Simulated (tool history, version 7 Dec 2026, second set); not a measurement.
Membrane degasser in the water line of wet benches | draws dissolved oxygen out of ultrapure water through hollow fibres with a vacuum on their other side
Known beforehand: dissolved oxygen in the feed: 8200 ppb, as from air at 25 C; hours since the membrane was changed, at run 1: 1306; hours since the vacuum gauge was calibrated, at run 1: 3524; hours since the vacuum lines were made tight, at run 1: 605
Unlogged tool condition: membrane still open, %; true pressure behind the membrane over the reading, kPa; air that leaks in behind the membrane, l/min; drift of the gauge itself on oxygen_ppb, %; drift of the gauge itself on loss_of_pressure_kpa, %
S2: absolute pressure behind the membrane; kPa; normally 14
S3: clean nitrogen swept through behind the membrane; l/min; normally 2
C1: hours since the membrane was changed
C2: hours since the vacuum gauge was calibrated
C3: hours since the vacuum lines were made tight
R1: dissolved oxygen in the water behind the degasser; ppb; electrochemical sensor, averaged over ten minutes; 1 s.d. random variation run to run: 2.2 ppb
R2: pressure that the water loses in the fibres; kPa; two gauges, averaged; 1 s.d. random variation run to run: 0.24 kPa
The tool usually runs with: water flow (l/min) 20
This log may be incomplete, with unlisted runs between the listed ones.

run 1 day=0 | water_flow_(l/min)=20 S2=14 S3=2 | C1=1306 C2=3524 C3=605 | R1=314.9 R2=61.49
run 2 day=2.288 | water_flow_(l/min)=20 S2=14 S3=2 | C1=1361 C2=3579 C3=660 | R1=314.2 R2=61.38
run 3 day=4.538 | water_flow_(l/min)=20 S2=12.7 S3=2 | C1=1415 C2=3633 C3=714 | R1=284.9 R2=60.99
run 4 day=6.542 | water_flow_(l/min)=16 S2=14 S3=2 | C1=1463 C2=3681 C3=762 | R1=234.2 R2=48.35
run 5 day=8.717 | water_flow_(l/min)=16 S2=14 S3=2 | C1=1516 C2=3733 C3=814 | R1=231.6 R2=48.63
run 6 day=11.4 | water_flow_(l/min)=16 S2=14 S3=2 | C1=1580 C2=3798 C3=879 | R1=232 R2=48.79
run 7 day=15.375 | water_flow_(l/min)=16 S2=14 S3=2 | C1=1675 C2=3893 C3=974 | R1=235.6 R2=48.92
run 8 day=19.946 | water_flow_(l/min)=16 S2=14 S3=2 | C1=1785 C2=4003 C3=1084 | R1=232.9 R2=48.93
run 9 day=24.217 | water_flow_(l/min)=20 S2=14 S3=2 | C1=1888 C2=4105 C3=1186 | R1=318.5 R2=61.19
run 10 day=26.262 | water_flow_(l/min)=20 S2=14 S3=2 | C1=1937 C2=4154 C3=1235 | R1=315.2 R2=61.23
run 11 day=30.188 | water_flow_(l/min)=20 S2=14 S3=2 | C1=2031 C2=4248 C3=1330 | R1=318.7 R2=61.87
run 12 day=33.296 | water_flow_(l/min)=20 S2=14 S3=1.64 | C1=2105 C2=4323 C3=1404 | R1=360.2 R2=61.25
run 13 day=35.442 | water_flow_(l/min)=20 S2=14 S3=1.64 | C1=2157 C2=4374 C3=1456 | R1=368.6 R2=61.3
run 14 day=38.404 | water_flow_(l/min)=20 S2=14 S3=1.64 | C1=2228 C2=4446 C3=1527 | R1=370 R2=61.48
run 15 day=42.888 | water_flow_(l/min)=23 S2=28.8 S3=0.89 | C1=2336 C2=4553 C3=1634 | R1=1341.8 R2=70.69
run 16 day=46.538 | water_flow_(l/min)=23 S2=28.8 S3=0.89 | C1=2423 C2=4641 C3=1722 | R1=1331.8 R2=71.35
-- day=46.988 vacuum gauge calibrated
run 17 day=48.696 | water_flow_(l/min)=18 S2=10.6 S3=2.98 | C1=2475 C2=41 C3=1773 | R1=158.3 R2=55.26
run 18 day=52.058 | water_flow_(l/min)=25 S2=10 S3=2 | C1=2555 C2=122 C3=1854 | R1=329.6 R2=77.28
run 19 day=54.725 | water_flow_(l/min)=32 S2=10 S3=2 | C1=2619 C2=186 C3=1918 | R1=504.1 R2=98.7
-- day=56.75 vacuum gauge calibrated, once more
run 20 day=57.171 | water_flow_(l/min)=21 S2=10 S3=2 | C1=2677 C2=10 C3=1976 | R1=245.3 R2=64.81
run 21 day=59.371 | water_flow_(l/min)=13 S2=25.6 S3=2 | C1=2730 C2=63 C3=2029 | R1=357.5 R2=40.39
run 22 day=63.958 | water_flow_(l/min)=26 S2=23.7 S3=1.73 | C1=2840 C2=173 C3=2139 | R1=795.7 R2=80.44
run 23 day=67.717 | water_flow_(l/min)=26 S2=23.7 S3=1.73 | C1=2931 C2=263 C3=2229 | R1=794.6 R2=80.05
run 24 day=71.233 | water_flow_(l/min)=26 S2=23.7 S3=1.73 | C1=3015 C2=348 C3=2314 | R1=796.2 R2=80.38
run 25 day=74.85 | water_flow_(l/min)=23 S2=14 S3=3.19 | C1=3102 C2=434 C3=2401 | R1=292.2 R2=70.98
run 26 day=78.788 | water_flow_(l/min)=23 S2=14 S3=3.19 | C1=3196 C2=529 C3=2495 | R1=291.6 R2=70.73
run 27 day=80.921 | water_flow_(l/min)=23 S2=18.6 S3=2 | C1=3247 C2=580 C3=2546 | R1=504.5 R2=70.98
run 28 day=84.575 | water_flow_(l/min)=23 S2=18.6 S3=2 | C1=3335 C2=668 C3=2634 | R1=492.9 R2=71.26

Alternative continuations, all from the tool just after run 28; predict every row:
run A day=88.721 | water_flow_(l/min)=23 S2=18.6 S3=1.34 | C1=3435 C2=767 C3=2733 | R1=? R2=?
run B day=88.721 | water_flow_(l/min)=16 S2=9.2 S3=1.24 | C1=3435 C2=767 C3=2733 | R1=? R2=?
run C day=88.721 | water_flow_(l/min)=12 S2=23.3 S3=1.23 | C1=3435 C2=767 C3=2733 | R1=? R2=?
run D day=88.721 | water_flow_(l/min)=15 S2=12 S3=1.31 | C1=3435 C2=767 C3=2733 | R1=? R2=?
run E day=88.721 | water_flow_(l/min)=21 S2=9.2 S3=5.96 | C1=3435 C2=767 C3=2733 | R1=? R2=?

run=A R1=666.4 R2=70.73
run=B R1=209.7 R2=49.21
run=C R1=453.2 R2=37.11
run=D R1=257 R2=46.18
run=E R1=136.4 R2=64.74
Without the tool's hidden state the same runs would have given:
run=A R1=655.1 R2=69.38
run=B R1=204.8 R2=48.28
run=C R1=445.8 R2=36.41
run=D R1=251.9 R2=45.3
run=E R1=128.7 R2=63.51

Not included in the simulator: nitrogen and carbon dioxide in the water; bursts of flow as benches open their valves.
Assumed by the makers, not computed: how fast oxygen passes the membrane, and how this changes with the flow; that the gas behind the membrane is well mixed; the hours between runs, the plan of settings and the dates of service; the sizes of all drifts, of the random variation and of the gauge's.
